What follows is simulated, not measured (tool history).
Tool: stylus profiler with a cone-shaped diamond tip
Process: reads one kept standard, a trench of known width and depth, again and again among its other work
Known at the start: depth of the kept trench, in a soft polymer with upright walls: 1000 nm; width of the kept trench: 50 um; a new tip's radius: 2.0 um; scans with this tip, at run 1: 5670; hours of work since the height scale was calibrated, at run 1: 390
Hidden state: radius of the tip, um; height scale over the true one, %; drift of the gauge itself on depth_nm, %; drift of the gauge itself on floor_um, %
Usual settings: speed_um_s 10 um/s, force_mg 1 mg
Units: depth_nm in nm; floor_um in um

| run | hour | speed_um_s | force_mg | scans with this tip | hours of work since the height scale was calibrated | depth_nm | floor_um |
|---|---|---|---|---|---|---|---|
| 1 | 0 | 10 | 1 | 5670 | 390 | 1005.02 | 45.82 |
| 2 | 13.5 | 10 | 1 | 5806 | 399 | 1005.3 | 45.84 |
| 3 | 32 | 10 | 1 | 5993 | 412 | 1005.19 | 45.76 |
| 4 | 45.9 | 10 | 1 | 6134 | 421 | 1005.19 | 45.75 |
| 5 | 66 | 10 | 1 | 6337 | 435 | 1005.05 | 45.82 |
| 6 | 85.3 | 10 | 1 | 6532 | 449 | 1005.31 | 45.68 |
| 7 | 99.4 | 6 | 1 | 6674 | 459 | 1005.18 | 45.72 |
| 8 | 119.2 | 10 | 1 | 6875 | 472 | 1005.17 | 45.68 |
| 9 | 139.7 | 10 | 1 | 7082 | 487 | 1005.21 | 45.71 |
|  | 141.9 | height scale calibrated on a step standard |
| 10 | 163 | 10 | 0.38 | 7313 | 15 | 1003.59 | 45.67 |
| 11 | 176.8 | 10 | 0.38 | 7452 | 24 | 1003.66 | 45.6 |
| 12 | 196.1 | 10 | 0.38 | 7648 | 38 | 1003.63 | 45.65 |
| 13 | 206.1 | 4 | 1 | 7749 | 45 | 1005.65 | 45.66 |
| 14 | 220.3 | 32 | 2.72 | 7893 | 54 | 1009.81 | 45.56 |
| 15 | 243.4 | 32 | 2.72 | 8126 | 70 | 1009.93 | 45.59 |
| 16 | 265.5 | 23 | 2.72 | 8349 | 86 | 1009.88 | 45.53 |
|  | 273.2 | height scale calibrated on a step standard, once more |
| 17 | 288.3 | 23 | 2.72 | 8575 | 11 | 1009.14 | 45.5 |
| 18 | 311.3 | 22 | 1.09 | 8808 | 27 | 1005.34 | 45.46 |
| 19 | 332.6 | 8 | 0.47 | 9022 | 41 | 1003.36 | 45.5 |
| 20 | 351.4 | 8 | 0.47 | 9213 | 54 | 1003.3 | 45.45 |
| 21 | 364.3 | 8 | 2.86 | 9343 | 63 | 1009.59 | 45.51 |
| 22 | 381.9 | 17 | 1 | 9521 | 76 | 1005.19 | 45.44 |
| 23 | 404.9 | 17 | 1 | 9754 | 92 | 1005.23 | 45.47 |
| 24 | 429.5 | 17 | 1 | 10002 | 109 | 1005.19 | 45.4 |
| 25 | 439.7 | 3 | 1.85 | 10105 | 116 | 1007.63 | 45.46 |
| 26 | 449.8 | 2 | 1 | 10208 | 123 | 1005.18 | 45.45 |

Forecast each of these 4 alternatives for the next run:
| A | 472.7 | 15 | 1 | 10439 | 139 | ? | ? |
| B | 472.7 | 3 | 1 | 10439 | 139 | ? | ? |
| C | 472.7 | 3 | 0.78 | 10439 | 139 | ? | ? |
| D | 472.7 | 3 | 1 | 10439 | 139 | ? | ? |

| run | depth_nm | floor_um |
|---|---|---|
| A | 1005.26 | 45.36 |
| B | 1005.31 | 45.38 |
| C | 1004.66 | 45.4 |
| D | 1005.19 | 45.4 |
Without the tool's hidden state the same runs would have given:
| run | depth_nm | floor_um |
|---|---|---|
| A | 1004.36 | 46.49 |
| B | 1004.41 | 46.51 |
| C | 1003.75 | 46.52 |
| D | 1004.29 | 46.53 |
